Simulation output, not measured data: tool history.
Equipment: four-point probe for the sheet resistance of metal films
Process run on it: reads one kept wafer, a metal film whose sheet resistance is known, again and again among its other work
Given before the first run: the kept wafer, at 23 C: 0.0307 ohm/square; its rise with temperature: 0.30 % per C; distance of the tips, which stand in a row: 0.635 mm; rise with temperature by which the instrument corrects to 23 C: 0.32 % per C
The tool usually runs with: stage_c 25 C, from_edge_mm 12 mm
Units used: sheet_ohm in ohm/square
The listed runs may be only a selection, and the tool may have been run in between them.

{"run": 1, "day": 0.0, "stage_c": 25, "from_edge_mm": 12, "sheet_ohm": 0.03074}
{"run": 2, "day": 2.504, "stage_c": 25, "from_edge_mm": 8, "sheet_ohm": 0.030794}
{"run": 3, "day": 4.454, "stage_c": 25, "from_edge_mm": 8, "sheet_ohm": 0.030804}
{"run": 4, "day": 6.371, "stage_c": 22, "from_edge_mm": 12, "sheet_ohm": 0.030763}
{"run": 5, "day": 8.746, "stage_c": 29, "from_edge_mm": 12, "sheet_ohm": 0.03073}
{"run": 6, "day": 10.783, "stage_c": 26, "from_edge_mm": 12, "sheet_ohm": 0.03075}
{"run": 7, "day": 12.612, "stage_c": 26, "from_edge_mm": 12, "sheet_ohm": 0.030737}
{"run": 8, "day": 14.271, "stage_c": 26, "from_edge_mm": 12, "sheet_ohm": 0.030743}
{"run": 9, "day": 16.492, "stage_c": 25, "from_edge_mm": 12, "sheet_ohm": 0.030758}
{"run": 10, "day": 18.408, "stage_c": 30, "from_edge_mm": 12, "sheet_ohm": 0.030718}
{"run": 11, "day": 20.517, "stage_c": 26, "from_edge_mm": 12, "sheet_ohm": 0.030748}
{"run": 12, "day": 22.075, "stage_c": 26, "from_edge_mm": 12, "sheet_ohm": 0.030739}
{"run": 13, "day": 24.508, "stage_c": 25, "from_edge_mm": 12, "sheet_ohm": 0.030766}
{"run": 14, "day": 25.904, "stage_c": 25, "from_edge_mm": 12, "sheet_ohm": 0.03077}
{"run": 15, "day": 27.862, "stage_c": 25, "from_edge_mm": 12, "sheet_ohm": 0.030771}
{"run": 16, "day": 30.433, "stage_c": 25, "from_edge_mm": 3, "sheet_ohm": 0.031436}
{"day": 30.604, "done": "stage's thermometer calibrated"}
{"run": 17, "day": 32.742, "stage_c": 25, "from_edge_mm": 3, "sheet_ohm": 0.031464}
{"run": 18, "day": 35.333, "stage_c": 25, "from_edge_mm": 24, "sheet_ohm": 0.030742}
{"run": 19, "day": 36.892, "stage_c": 20, "from_edge_mm": 12, "sheet_ohm": 0.030823}
{"run": 20, "day": 38.075, "stage_c": 25, "from_edge_mm": 6, "sheet_ohm": 0.030903}
{"day": 39.508, "done": "stage's thermometer calibrated, once more"}
{"run": 21, "day": 40.504, "stage_c": 25, "from_edge_mm": 6, "sheet_ohm": 0.030898}
{"run": 22, "day": 41.996, "stage_c": 25, "from_edge_mm": 13, "sheet_ohm": 0.030752}
{"run": 23, "day": 43.588, "stage_c": 25, "from_edge_mm": 13, "sheet_ohm": 0.030735}
{"run": 24, "day": 46.175, "stage_c": 20, "from_edge_mm": 28, "sheet_ohm": 0.030753}
{"run": 25, "day": 48.271, "stage_c": 30, "from_edge_mm": 20, "sheet_ohm": 0.030694}
{"run": 26, "day": 49.429, "stage_c": 21, "from_edge_mm": 42, "sheet_ohm": 0.030747}
{"run": 27, "day": 50.896, "stage_c": 22, "from_edge_mm": 30, "sheet_ohm": 0.030747}
{"run": 28, "day": 52.704, "stage_c": 20, "from_edge_mm": 9, "sheet_ohm": 0.030837}
{"run": 29, "day": 54.875, "stage_c": 20, "from_edge_mm": 9, "sheet_ohm": 0.030846}
{"run": 30, "day": 57.479, "stage_c": 20, "from_edge_mm": 9, "sheet_ohm": 0.030839}
{"run": 31, "day": 59.825, "stage_c": 24, "from_edge_mm": 9, "sheet_ohm": 0.030816}
{"run": 32, "day": 62.225, "stage_c": 21, "from_edge_mm": 13, "sheet_ohm": 0.030795}
{"run": 33, "day": 64.404, "stage_c": 19, "from_edge_mm": 31, "sheet_ohm": 0.030781}
{"run": 34, "day": 66.517, "stage_c": 19, "from_edge_mm": 5, "sheet_ohm": 0.031032}
{"run": 35, "day": 67.867, "stage_c": 30, "from_edge_mm": 3, "sheet_ohm": 0.031414}
{"run": 36, "day": 69.592, "stage_c": 30, "from_edge_mm": 3, "sheet_ohm": 0.031412}
{"run": 37, "day": 70.692, "stage_c": 30, "from_edge_mm": 3, "sheet_ohm": 0.031408}
{"run": 38, "day": 72.238, "stage_c": 32, "from_edge_mm": 4, "sheet_ohm": 0.031093}
{"run": 39, "day": 74.688, "stage_c": 18, "from_edge_mm": 12, "sheet_ohm": 0.030824}
{"run": 40, "day": 77.158, "stage_c": 26, "from_edge_mm": 8, "sheet_ohm": 0.030824}
{"run": 41, "day": 79.6, "stage_c": 24, "from_edge_mm": 5, "sheet_ohm": 0.031007}
{"run": 42, "day": 81.592, "stage_c": 26, "from_edge_mm": 31, "sheet_ohm": 0.030741}
{"run": 43, "day": 83.762, "stage_c": 25, "from_edge_mm": 4, "sheet_ohm": 0.031156}
{"run": 44, "day": 85.85, "stage_c": 25, "from_edge_mm": 5, "sheet_ohm": 0.031012}
{"run": 45, "day": 87.246, "stage_c": 25, "from_edge_mm": 14, "sheet_ohm": 0.030781}

Same runs, no hidden state in the tool, same run-to-run variation:
Hidden state at play: inner tips' distance over the nominal, %; tips' flats over new ones', %; wafer's true temperature over the reading, C; drift of the gauge itself on sheet_ohm, %.
run=1 sheet_ohm=0.030732
run=2 sheet_ohm=0.030783
run=3 sheet_ohm=0.030791
run=4 sheet_ohm=0.030748
run=5 sheet_ohm=0.030714
run=6 sheet_ohm=0.030732
run=7 sheet_ohm=0.030718
run=8 sheet_ohm=0.030722
run=9 sheet_ohm=0.030735
run=10 sheet_ohm=0.030694
run=11 sheet_ohm=0.030722
run=12 sheet_ohm=0.030711
run=13 sheet_ohm=0.030737
run=14 sheet_ohm=0.030739
run=15 sheet_ohm=0.030738
run=16 sheet_ohm=0.0314
run=17 sheet_ohm=0.031416
run=18 sheet_ohm=0.030693
run=19 sheet_ohm=0.030772
run=20 sheet_ohm=0.030851
run=21 sheet_ohm=0.030878
run=22 sheet_ohm=0.030732
run=23 sheet_ohm=0.030713
run=24 sheet_ohm=0.030729
run=25 sheet_ohm=0.030668
run=26 sheet_ohm=0.03072
run=27 sheet_ohm=0.030719
run=28 sheet_ohm=0.030807
run=29 sheet_ohm=0.030814
run=30 sheet_ohm=0.030805
run=31 sheet_ohm=0.03078
run=32 sheet_ohm=0.030757
run=33 sheet_ohm=0.030741
run=34 sheet_ohm=0.03099
run=35 sheet_ohm=0.031371
run=36 sheet_ohm=0.031367
run=37 sheet_ohm=0.031362
run=38 sheet_ohm=0.031046
run=39 sheet_ohm=0.030775
run=40 sheet_ohm=0.030772
run=41 sheet_ohm=0.030954
run=42 sheet_ohm=0.030686
run=43 sheet_ohm=0.031099
run=44 sheet_ohm=0.030953
run=45 sheet_ohm=0.030721
